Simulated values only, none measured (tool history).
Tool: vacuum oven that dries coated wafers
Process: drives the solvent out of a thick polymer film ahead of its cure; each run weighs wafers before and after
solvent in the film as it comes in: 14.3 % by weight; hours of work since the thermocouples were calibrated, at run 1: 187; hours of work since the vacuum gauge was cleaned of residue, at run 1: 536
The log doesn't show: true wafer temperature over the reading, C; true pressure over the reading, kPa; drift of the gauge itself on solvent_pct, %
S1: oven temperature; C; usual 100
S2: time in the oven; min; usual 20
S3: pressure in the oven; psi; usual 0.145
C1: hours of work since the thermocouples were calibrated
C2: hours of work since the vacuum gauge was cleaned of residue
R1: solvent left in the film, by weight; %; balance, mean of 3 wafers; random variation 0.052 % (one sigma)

run,hour,S1,S2,S3,C1,C2,R1
1,0.0,100,20,0.145,187,536,1.74
2,19.9,100,20,0.145,200,548,1.82
3,36.7,87,20,0.145,210,559,3.86
4,50.0,100,20,0.145,218,567,1.79
# hour 53.4: oven's thermocouples calibrated
5,64.4,100,20,0.145,7,575,1.78
6,77.2,100,20,0.164,15,583,1.98
7,103.2,97,20,0.084,31,599,1.82
8,122.3,100,12,0.345,43,611,4.37
9,138.2,100,12,0.345,53,621,4.24
10,154.7,100,12,0.345,63,632,4.39
11,167.4,104,20,0.145,71,639,1.55

How the hidden state differs across the entries between the runs, from the last listed run before each to the first after it:
Between runs 4 and 5: oven's thermocouples calibrated (hour 53.4)
  true wafer temperature over the reading, C: -0.15 -> -0.24; true pressure over the reading, kPa: 0.205 -> 0.207
  measured less the result without the state, R1: +0.21 -> +0.23 %

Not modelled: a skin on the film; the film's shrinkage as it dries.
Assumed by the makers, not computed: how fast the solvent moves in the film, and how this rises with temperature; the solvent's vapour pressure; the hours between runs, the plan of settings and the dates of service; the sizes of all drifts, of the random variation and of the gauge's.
